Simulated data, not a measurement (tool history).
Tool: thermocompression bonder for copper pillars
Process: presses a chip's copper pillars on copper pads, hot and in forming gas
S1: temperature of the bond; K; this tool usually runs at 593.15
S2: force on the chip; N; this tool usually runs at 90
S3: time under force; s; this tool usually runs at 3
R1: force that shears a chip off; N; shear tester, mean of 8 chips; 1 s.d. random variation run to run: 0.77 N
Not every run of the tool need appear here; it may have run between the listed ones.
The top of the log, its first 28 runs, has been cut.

run,hour,S1,S2,S3,R1
29,307.9,615.15,60,4,58.6
30,319.3,605.15,68,4,61.0
31,332.8,619.15,134,6,119.8
32,344.3,604.15,96,3,68.5
33,353.9,604.15,62,6,64.6
34,365.9,604.15,62,6,62.4
35,376.7,604.15,62,6,64.0
36,389.1,569.15,132,6,77.3
37,395.6,599.15,132,2,70.3
38,405.5,592.15,63,3,42.6
39,414.5,571.15,87,3,45.5

Consider 4 possible next runs. They are alternatives, not a sequence: every one starts from the tool as it was left by run 39. What does each give?
A,424.1,588.15,94,8,?
B,424.1,590.15,68,3,?
C,424.1,571.15,64,2,?
D,424.1,593.15,90,3,?

run,R1
A,81.4
B,43.9
C,26.9
D,58.5
With the hidden condition removed and each run's random variation left untouched, the same runs would have given:
run,R1
A,82.0
B,44.3
C,27.2
D,58.9

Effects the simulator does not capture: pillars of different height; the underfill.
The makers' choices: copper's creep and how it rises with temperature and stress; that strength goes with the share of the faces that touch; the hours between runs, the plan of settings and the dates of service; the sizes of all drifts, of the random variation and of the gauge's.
